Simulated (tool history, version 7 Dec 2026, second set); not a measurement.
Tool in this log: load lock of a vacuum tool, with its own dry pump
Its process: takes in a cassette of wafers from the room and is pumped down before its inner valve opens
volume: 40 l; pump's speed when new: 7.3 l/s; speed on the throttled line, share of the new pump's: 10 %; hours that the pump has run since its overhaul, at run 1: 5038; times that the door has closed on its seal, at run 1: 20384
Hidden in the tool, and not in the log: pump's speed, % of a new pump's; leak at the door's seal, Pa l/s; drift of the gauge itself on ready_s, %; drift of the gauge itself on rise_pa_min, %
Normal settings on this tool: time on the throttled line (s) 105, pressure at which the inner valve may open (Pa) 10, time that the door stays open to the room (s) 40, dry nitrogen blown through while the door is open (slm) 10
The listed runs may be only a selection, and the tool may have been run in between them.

run,hour,time on the throttled line (s),pressure at which the inner valve may open (Pa),time that the door stays open to the room (s),dry nitrogen blown through while the door is open (slm),hours that the pump has run since its overhaul,times that the door has closed on its seal,"incoming humidity of the room's air, %",time from the closed door until the inner valve may open (s),rise of the pressure with all valves shut (Pa/min)
1,0.0,105,10,40,10,5038,20384,47.3,147.2,0.135
2,513.9,105,10,40,10,5552,21007,44.3,150.3,0.140
3,921.5,105,10,111,10,5960,21500,45.7,149.1,0.156
4,1189.5,105,10,40,10,6228,21825,45.3,147.6,0.151
5,1618.2,105,10,40,10,6656,22344,48.3,148.6,0.159
6,2082.6,105,10,40,10,7121,22907,45.8,149.6,0.162
7,2724.2,105,10,80,10,7762,23684,43.4,150.8,0.172
8,3124.1,105,10,80,10,8162,24168,46.8,149.2,0.179
9,3431.0,105,10,211,10,8469,24540,47.7,149.7,0.203
10,4064.0,105,10,211,10,9102,25306,46.8,150.6,0.211
11,4486.1,105,10,211,10,9524,25818,42.6,151.6,0.216
12,4889.7,105,10,40,10,9928,26307,42.6,150.1,0.191
13,5514.8,105,10,40,22,10553,27064,39.6,152.8,0.193
14,6135.7,105,10,40,10,11174,27816,46.3,150.8,0.203
15,6756.5,105,10,40,10,11795,28568,46.7,152.2,0.222
16,7241.1,105,10,40,10,12279,29155,49.1,150.3,0.226
17,7610.7,105,10,40,10,12649,29602,46.2,152.4,0.233
18,8239.6,105,10,40,10,13278,30364,44.0,151.5,0.246
19,8524.8,105,10,40,10,13563,30709,45.0,153.6,0.245
20,9122.0,170,8,40,10,14160,31433,44.4,212.4,0.257
21,9731.4,162,10,48,25,14770,32171,43.1,202.1,0.258
22,10090.5,162,10,48,25,15129,32606,47.8,205.5,0.262
23,10366.7,162,10,48,25,15405,32940,41.9,202.5,0.266
24,10749.4,162,10,48,5,15788,33404,44.8,204.7,0.290
25,11146.9,82,8,161,28,16185,33885,42.7,134.2,0.283
26,11772.3,156,8,161,28,16811,34643,45.4,201.9,0.300
27,12194.7,156,18,161,5,17233,35154,45.0,193.0,0.326
28,12784.3,99,10,87,10,17823,35868,43.7,150.4,0.323
29,13154.9,99,10,87,10,18193,36317,47.7,149.6,0.326
30,13438.9,99,10,87,10,18477,36661,45.8,152.0,0.334
31,13913.3,70,11,101,10,18952,37236,45.7,122.0,0.346
32,14428.3,203,11,101,10,19467,37860,45.0,242.3,0.353
33,14747.7,203,10,101,33,19786,38246,45.5,241.8,0.340
# hour 15135.3: door's seal changed, seat wiped
34,15272.3,60,8,101,33,20309,166,40.1,119.5,0.014
35,15556.1,105,17,46,10,20593,510,44.5,154.1,0.025
36,15947.4,131,17,46,10,20984,984,45.1,174.9,0.022
37,16479.2,168,8,40,10,21516,1628,41.9,215.0,0.020

Below are 3 alternative next runs, each starting from the tool's condition after run 37. Predict each:
A,16777.0,168,12,27,10,21814,1989,48.0,?,?
B,16777.0,105,8,79,27,21814,1989,42.2,?,?
C,16777.0,168,8,40,18,21814,1989,47.0,?,?

run,time from the closed door until the inner valve may open (s),rise of the pressure with all valves shut (Pa/min)
A,211.7,0.024
B,160.0,0.019
C,216.4,0.017
Had the tool no hidden state, the same runs would have come out as:
run,time from the closed door until the inner valve may open (s),rise of the pressure with all valves shut (Pa/min)
A,202.0,0.017
B,147.9,0.013
C,205.9,0.011
